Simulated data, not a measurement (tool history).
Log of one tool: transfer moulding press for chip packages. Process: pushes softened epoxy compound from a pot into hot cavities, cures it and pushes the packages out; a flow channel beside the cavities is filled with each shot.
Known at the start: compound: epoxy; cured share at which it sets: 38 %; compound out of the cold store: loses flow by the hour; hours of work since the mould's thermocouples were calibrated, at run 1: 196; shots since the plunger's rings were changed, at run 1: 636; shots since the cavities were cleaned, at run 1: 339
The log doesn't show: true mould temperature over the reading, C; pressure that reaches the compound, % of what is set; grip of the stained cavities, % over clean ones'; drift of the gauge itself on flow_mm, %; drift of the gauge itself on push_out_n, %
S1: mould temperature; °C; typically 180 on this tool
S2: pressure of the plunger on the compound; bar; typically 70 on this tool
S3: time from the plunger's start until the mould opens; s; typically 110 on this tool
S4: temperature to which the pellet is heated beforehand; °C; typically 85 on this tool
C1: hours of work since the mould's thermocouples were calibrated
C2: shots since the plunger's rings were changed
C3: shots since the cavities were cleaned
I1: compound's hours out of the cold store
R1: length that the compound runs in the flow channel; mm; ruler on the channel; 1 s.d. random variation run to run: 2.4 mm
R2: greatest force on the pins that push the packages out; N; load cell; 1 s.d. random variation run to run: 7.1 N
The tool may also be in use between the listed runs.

run     day   S1    S2   S3  S4   C1    C2    C3    I1   R1   R2
  1       0  180    70  110  85  196   636   339  14.5  562  500
  2   1.233  180    70  110  85  209   854   557  19.7  553  548
  3   2.204  180    70  110  85  220  1026   729  33.2  519  544
  4   3.346  180    70  110  85  232  1228   931  32.3  518  584
  5   4.679  180    70  110  85  247  1463  1166  30.6  518  578
      4.942  -- cavities cleaned with cleaning compound and waxed
  6   5.475  180    70  103  85  255  1593    95  22.4  538  776
  7   6.525  183    70  110  85  266  1778   280  16.3  550  571
  8   7.296  183    70  110  85  275  1914   416  12.8  561  549
  9   8.458  183    70  110  85  287  2119   621  45.7  474  533
 10    9.35  180    70  110  85  297  2277   779    26  523  585
      9.925  -- cavities cleaned with cleaning compound and waxed, once more
 11  10.146  188    70  110  85  305  2407    39   9.5  557  286
 12  11.175  188    70  110  85  316  2589   221   9.8  556  385
 13  11.846  188    70  110  85  324  2707   339  36.5  488  411
 14  12.862  180    70  110  85  335  2887   519  31.2  511  533
 15  13.625  182  52.3  105  86  343  3022   654   9.9  487  567
 16  14.717  180    70  110  76  355  3215   847    19  539  572
 17  16.012  178  79.1  110  85  369  3443  1075    22  572  694
     16.708  -- cavities cleaned with cleaning compound and waxed
 18  17.296  180  71.7  110  91  382  3659   104  25.6  528  376
 19  18.454  180  71.7  110  91  395  3864   309  16.8  547  507
 20  19.083  180  71.7  110  91  402  3974   419  29.6  511  516
 21  19.696  180  71.7  148  86  408  4083   528  36.2  500  451
 22  20.904  180  84.5  110  86  421  4296   741  42.3  520  571
 23  21.946  181  81.7  150  76  433  4481   926  27.8  551  472
 24  22.525  181  81.7  150  76  439  4583  1028  13.8  588  472
     23.521  -- cavities cleaned with cleaning compound and waxed
 25  23.921  184  65.6  110  85  454  4818    70  43.9  450  320
 26   24.65  174  65.6  111  85  461  4947   199  31.1  497  653
 27  25.917  174  65.6  111  85  475  5171   423    37  480  762
 28  27.175  180    70  103  85  489  5393   645  21.3  521  640

Each row is a separate what-if for the run after 28, all from the same tool condition, not one after another. Results?
  A  28.267  180  74.6  131  85  501  5586  838  23.3   ?   ?
  B  28.267  180    81  110  85  501  5586  838  38.7   ?   ?
  C  28.267  181    70  141  82  501  5586  838  16.2   ?   ?

run   R1   R2
  A  530  491
  B  515  592
  C  533  478
With the hidden condition removed and each run's random variation left untouched, the same runs would have given:
run   R1   R2
  A  561  255
  B  545  297
  C  563  250
